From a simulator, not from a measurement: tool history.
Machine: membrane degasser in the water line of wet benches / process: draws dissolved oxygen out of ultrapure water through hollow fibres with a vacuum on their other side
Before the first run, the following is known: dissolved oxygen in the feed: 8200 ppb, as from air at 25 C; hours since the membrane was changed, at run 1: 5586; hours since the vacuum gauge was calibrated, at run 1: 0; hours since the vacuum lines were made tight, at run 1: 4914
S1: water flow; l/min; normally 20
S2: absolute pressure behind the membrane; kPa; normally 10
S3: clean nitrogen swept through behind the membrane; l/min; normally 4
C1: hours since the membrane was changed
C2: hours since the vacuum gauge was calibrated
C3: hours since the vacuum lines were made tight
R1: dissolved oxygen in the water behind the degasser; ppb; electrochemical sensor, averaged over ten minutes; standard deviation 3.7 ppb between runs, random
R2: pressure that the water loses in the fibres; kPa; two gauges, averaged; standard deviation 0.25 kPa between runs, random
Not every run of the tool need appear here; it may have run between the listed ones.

run 1 hour=0 | S1=20 S2=10 S3=4 | C1=5586 C2=0 C3=4914 | R1=368.3 R2=64.97
-- hour=93.8 seals of the vacuum lines changed
run 2 hour=208.4 | S1=20 S2=10 S3=4 | C1=5792 C2=206 C3=115 | R1=369.1 R2=64.28
run 3 hour=499.5 | S1=20 S2=10 S3=4 | C1=6083 C2=498 C3=406 | R1=370.9 R2=64.34
run 4 hour=651.7 | S1=20 S2=10 S3=3.73 | C1=6236 C2=650 C3=558 | R1=376.2 R2=64.46
run 5 hour=838.5 | S1=20 S2=10 S3=4 | C1=6422 C2=836 C3=745 | R1=370.5 R2=64.12
run 6 hour=1009.9 | S1=20 S2=9.9 S3=4 | C1=6594 C2=1008 C3=916 | R1=364 R2=64.14
run 7 hour=1204 | S1=20 S2=10 S3=2.02 | C1=6788 C2=1202 C3=1110 | R1=436 R2=64.09
run 8 hour=1376.4 | S1=20 S2=10 S3=2.02 | C1=6960 C2=1374 C3=1283 | R1=445.5 R2=64.43
run 9 hour=1601.7 | S1=27 S2=10 S3=4 | C1=7186 C2=1600 C3=1508 | R1=529.1 R2=86.05
run 10 hour=1889.6 | S1=27 S2=10 S3=4 | C1=7474 C2=1888 C3=1796 | R1=529.6 R2=85.55
run 11 hour=2163.5 | S1=22 S2=10 S3=4 | C1=7747 C2=2161 C3=2070 | R1=415 R2=70.1
run 12 hour=2293.2 | S1=20 S2=6.9 S3=4 | C1=7877 C2=2291 C3=2199 | R1=333.8 R2=63.46
run 13 hour=2559.9 | S1=17 S2=6.9 S3=4 | C1=8144 C2=2558 C3=2466 | R1=268.8 R2=53.67
-- hour=2773.7 gauge calibrated
run 14 hour=2780.7 | S1=17 S2=6.9 S3=4 | C1=8365 C2=2779 C3=2687 | R1=268.1 R2=54.94
run 15 hour=3090.2 | S1=17 S2=6.9 S3=4 | C1=8674 C2=3088 C3=2996 | R1=270.3 R2=55.03
-- hour=3193.6 vacuum gauge calibrated
run 16 hour=3246.9 | S1=17 S2=6.9 S3=4 | C1=8830 C2=53 C3=3153 | R1=268.4 R2=54.74
run 17 hour=3395.3 | S1=17 S2=6.9 S3=4 | C1=8979 C2=202 C3=3301 | R1=267.3 R2=54.34
run 18 hour=3585.6 | S1=17 S2=6.9 S3=4 | C1=9169 C2=392 C3=3491 | R1=264.8 R2=54.69
run 19 hour=3769.3 | S1=15 S2=18.4 S3=4 | C1=9353 C2=576 C3=3675 | R1=321.7 R2=48.17
run 20 hour=4023.8 | S1=15 S2=18.4 S3=4 | C1=9607 C2=830 C3=3929 | R1=319.8 R2=48.04
run 21 hour=4340 | S1=31 S2=22.2 S3=3.33 | C1=9923 C2=1146 C3=4246 | R1=858.9 R2=98.91
run 22 hour=4612 | S1=20 S2=10 S3=8.9 | C1=10195 C2=1418 C3=4518 | R1=327.6 R2=63.65
run 23 hour=4918.4 | S1=20 S2=10 S3=3.13 | C1=10502 C2=1725 C3=4824 | R1=386.2 R2=63.61

4 ways to go on from here, each from the tool as it stands after run 23. What would each give?
-- hour=5088.5 seals of the vacuum lines changed
run A hour=5214.2 | S1=18 S2=13.6 S3=6.44 | C1=10796 C2=2019 C3=126 | R1=? R2=?
-- hour=5088.5 seals of the vacuum lines changed
run B hour=5214.2 | S1=29 S2=10 S3=7.89 | C1=10796 C2=2019 C3=126 | R1=? R2=?
-- hour=5088.5 seals of the vacuum lines changed
run C hour=5214.2 | S1=13 S2=10 S3=4 | C1=10796 C2=2019 C3=126 | R1=? R2=?
-- hour=5088.5 seals of the vacuum lines changed
run D hour=5214.2 | S1=21 S2=10 S3=1.99 | C1=10796 C2=2019 C3=126 | R1=? R2=?

run=A R1=319.4 R2=56.88
run=B R1=532.6 R2=91.76
run=C R1=205.9 R2=40.81
run=D R1=470.2 R2=66.62
The same runs, with their run-to-run variation unchanged, on a tool lacking any hidden condition would have given:
run=A R1=318 R2=58.08
run=B R1=530.4 R2=93.7
run=C R1=204.9 R2=41.68
run=D R1=468.5 R2=68.03
